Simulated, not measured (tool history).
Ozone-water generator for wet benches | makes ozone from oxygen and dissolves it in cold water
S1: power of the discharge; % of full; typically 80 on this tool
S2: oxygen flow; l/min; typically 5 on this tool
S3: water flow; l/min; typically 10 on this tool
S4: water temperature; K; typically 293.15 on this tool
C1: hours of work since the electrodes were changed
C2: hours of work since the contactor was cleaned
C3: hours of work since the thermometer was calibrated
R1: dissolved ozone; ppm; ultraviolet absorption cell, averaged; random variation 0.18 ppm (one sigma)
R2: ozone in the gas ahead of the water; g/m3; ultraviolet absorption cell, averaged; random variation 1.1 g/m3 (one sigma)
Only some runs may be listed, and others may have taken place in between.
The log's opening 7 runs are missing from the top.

{"run": 8, "day": 27.438, "S1": 80, "S2": 5, "S3": 10, "S4": 293.15, "C1": 1373, "C2": 1075, "C3": 156, "R1": 23.6, "R2": 184.6}
{"run": 9, "day": 31.371, "S1": 80, "S2": 5, "S3": 10, "S4": 293.15, "C1": 1447, "C2": 1150, "C3": 231, "R1": 23.4, "R2": 183.7}
{"run": 10, "day": 35.738, "S1": 80, "S2": 7.35, "S3": 10, "S4": 293.15, "C1": 1530, "C2": 1232, "C3": 313, "R1": 23.9, "R2": 164}
{"run": 11, "day": 39.525, "S1": 80, "S2": 7.35, "S3": 10, "S4": 293.15, "C1": 1602, "C2": 1304, "C3": 385, "R1": 23.8, "R2": 164}
{"run": 12, "day": 44.792, "S1": 52, "S2": 7.35, "S3": 10, "S4": 293.15, "C1": 1701, "C2": 1404, "C3": 484, "R1": 19.2, "R2": 130.5}
{"run": 13, "day": 48.758, "S1": 52, "S2": 7.35, "S3": 10, "S4": 293.15, "C1": 1776, "C2": 1479, "C3": 559, "R1": 18.7, "R2": 128.8}
{"run": 14, "day": 53.858, "S1": 52, "S2": 7.35, "S3": 10, "S4": 293.15, "C1": 1873, "C2": 1575, "C3": 656, "R1": 18.9, "R2": 129.4}
{"run": 15, "day": 57.517, "S1": 52, "S2": 7.35, "S3": 10, "S4": 293.15, "C1": 1942, "C2": 1644, "C3": 725, "R1": 18.7, "R2": 129.7}
{"day": 58.183, "done": "contactor cleaned"}
{"run": 16, "day": 61.8, "S1": 52, "S2": 7.35, "S3": 10, "S4": 293.15, "C1": 2020, "C2": 68, "C3": 803, "R1": 18.8, "R2": 128.3}
{"run": 17, "day": 64.771, "S1": 56, "S2": 5, "S3": 10, "S4": 293.15, "C1": 2076, "C2": 125, "C3": 859, "R1": 18.9, "R2": 150.3}
{"run": 18, "day": 67.208, "S1": 88, "S2": 4.67, "S3": 10, "S4": 293.15, "C1": 2122, "C2": 171, "C3": 905, "R1": 23.8, "R2": 196.2}
{"run": 19, "day": 72.521, "S1": 88, "S2": 3.4, "S3": 10, "S4": 293.15, "C1": 2222, "C2": 271, "C3": 1006, "R1": 22.7, "R2": 213.4}
{"day": 74.188, "done": "contactor cleaned, once more"}
{"run": 20, "day": 78.058, "S1": 88, "S2": 5.73, "S3": 6, "S4": 293.15, "C1": 2324, "C2": 73, "C3": 1107, "R1": 32.7, "R2": 179.1}
{"run": 21, "day": 80.808, "S1": 80, "S2": 2.69, "S3": 12, "S4": 293.15, "C1": 2376, "C2": 125, "C3": 1159, "R1": 18.2, "R2": 217.4}

What does the tool deliver on the next run?
{"run": 22, "day": 85.733, "S1": 73, "S2": 4.46, "S3": 9, "S4": 293.15, "C1": 2469, "C2": 218, "C3": 1252, "R1": "?", "R2": "?"}

Run 22 produced R1 23.7 ppm, R2 177.1 g/m3.
Were there no unlogged condition in the tool, this run, its random variation unchanged, would have produced R1 25.2 ppm, R2 188.2 g/m3.
